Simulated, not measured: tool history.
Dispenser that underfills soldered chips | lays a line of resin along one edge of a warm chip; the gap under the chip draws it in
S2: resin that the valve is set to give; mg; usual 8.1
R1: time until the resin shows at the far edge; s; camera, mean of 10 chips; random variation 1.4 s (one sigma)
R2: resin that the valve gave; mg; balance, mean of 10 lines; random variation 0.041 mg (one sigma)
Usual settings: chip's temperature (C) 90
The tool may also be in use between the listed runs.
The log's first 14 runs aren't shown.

At hour 102.1: new syringe of resin.
Run 15, hour 103.7: usual settings but S2 7.22 mg. Result: R1 143 s, R2 7.14 mg.
Run 16, hour 111.8: usual settings but S2 7.22 mg. Result: R1 200.8 s, R2 7.16 mg.
At hour 113.8: new syringe of resin.
Run 17, hour 118.6: usual settings but chip's temperature (C) 84. Result: R1 184 s, R2 8.01 mg.
Run 18, hour 124.8: usual settings but chip's temperature (C) 84. Result: R1 241.6 s, R2 7.98 mg.
At hour 125.6: new syringe of resin.
Run 19, hour 134.3: usual settings but S2 8.23 mg. Result: R1 185.2 s, R2 8.04 mg.
At hour 137.7: new syringe of resin.
Run 20, hour 140.4: usual settings but chip's temperature (C) 105, S2 8.51 mg. Result: R1 94.5 s, R2 8.36 mg.
Run 21, hour 148.9: usual settings but chip's temperature (C) 105, S2 6.94 mg. Result: R1 144.2 s, R2 6.66 mg.
At hour 149.7: new syringe of resin.
Run 22, hour 157.6: usual settings but chip's temperature (C) 102, S2 9.27 mg. Result: R1 124.1 s, R2 8.92 mg.
At hour 161.6: new syringe of resin.
Run 23, hour 165.3: usual settings but chip's temperature (C) 102, S2 9.96 mg. Result: R1 105.1 s, R2 9.57 mg.
Run 24, hour 172.4: usual settings but chip's temperature (C) 93, S2 9.33 mg. Result: R1 176.8 s, R2 9 mg.
At hour 173.5: new syringe of resin.
Run 25, hour 177.4: usual settings but chip's temperature (C) 93, S2 6.91 mg. Result: R1 149.1 s, R2 6.54 mg.
Run 26, hour 182.3: usual settings but chip's temperature (C) 94. Result: R1 168.4 s, R2 7.72 mg.
At hour 185: new syringe of resin.
Run 27, hour 191.6: usual settings but chip's temperature (C) 99, S2 9.11 mg. Result: R1 132.4 s, R2 8.68 mg.

The next listed run, before its measurement:
At hour 197: new syringe of resin.
Run 28, hour 197.5: usual settings but chip's temperature (C) 82, S2 9.61 mg. Result: R1 ?, R2 ?.

R1: 155.9 s
R2: 9.08 mg
Without the tool's hidden state the same run would have given R1 163.5 s, R2 9.62 mg.
